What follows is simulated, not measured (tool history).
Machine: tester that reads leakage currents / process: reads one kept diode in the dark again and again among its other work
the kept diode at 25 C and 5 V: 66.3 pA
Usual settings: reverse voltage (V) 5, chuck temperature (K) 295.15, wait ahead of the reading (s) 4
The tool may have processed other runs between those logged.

run,hour,reverse voltage (V),chuck temperature (K),wait ahead of the reading (s),current that the tester gives (pA)
1,0,5,295.15,4,52.55
2,202.6,5,295.15,4,51.45
3,307.9,17.21,295.15,4,100.65
4,489.1,17.21,295.15,4,99.77
5,613.5,17.21,329.15,4,1454.94
6,768.2,17.21,329.15,4,1439.08
7,893.8,5,295.15,1.49,48.73
# hour 1086.2: probe card cleaned and baked
8,1094.6,8.35,295.15,1.49,61.6
9,1316.7,8.35,295.15,1.49,60.18
10,1434.4,8.35,295.15,1.49,59.87
11,1596.8,8.35,295.15,1.49,58.31
# hour 1674: chuck's temperature calibrated
12,1712.7,8.35,295.15,0.52,73.13
13,1829,8.35,295.15,0.52,72.2

Run 14, settings as shown, results not yet in. Your forecast:
14,1991.2,8.35,295.15,0.52,?

Run 14 yielded current that the tester gives (pA) 71.19.
On a tool with no hidden condition, and with the same random variation, this run would have come out at current that the tester gives (pA) 70.9.
